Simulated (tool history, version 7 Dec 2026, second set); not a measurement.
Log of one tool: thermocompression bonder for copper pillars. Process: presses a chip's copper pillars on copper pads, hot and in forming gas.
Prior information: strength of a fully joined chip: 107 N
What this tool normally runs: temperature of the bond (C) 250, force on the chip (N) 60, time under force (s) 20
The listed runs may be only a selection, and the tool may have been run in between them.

run,hour,temperature of the bond (C),force on the chip (N),time under force (s),force that shears a chip off (N)
1,0,250,60,20,57.2
2,6.8,250,60,20,57.8
3,21.6,250,60,18,57
4,33.7,250,60,18,56.8
5,42.1,250,60,18,57.4
6,58,250,60,18,56.2
7,71.2,250,60,18,56.3
8,84.6,250,60,18,56.6
9,94.9,250,60,18,54
10,110.1,250,60,18,54.6
11,125.6,250,75,18,60
12,138.3,250,75,18,59.4
13,147.7,250,75,18,61
14,162,250,60,20,55.8
15,177.5,250,60,20,56.7
16,191.8,250,60,11,45.7
17,200.6,250,67,11,48.4
18,209.2,275,60,20,69.9
19,217.1,250,60,15,52.3
# hour 218.5: forming gas filter changed
20,225.5,250,51,15,49.3

Run 21 has not been measured yet. What should we expect?
21,235.1,250,60,20,?

{"run 21": {"force that shears a chip off (N)": 59}}
On a tool with no hidden condition, and with the same random variation, this run would have come out at force that shears a chip off (N) 61.

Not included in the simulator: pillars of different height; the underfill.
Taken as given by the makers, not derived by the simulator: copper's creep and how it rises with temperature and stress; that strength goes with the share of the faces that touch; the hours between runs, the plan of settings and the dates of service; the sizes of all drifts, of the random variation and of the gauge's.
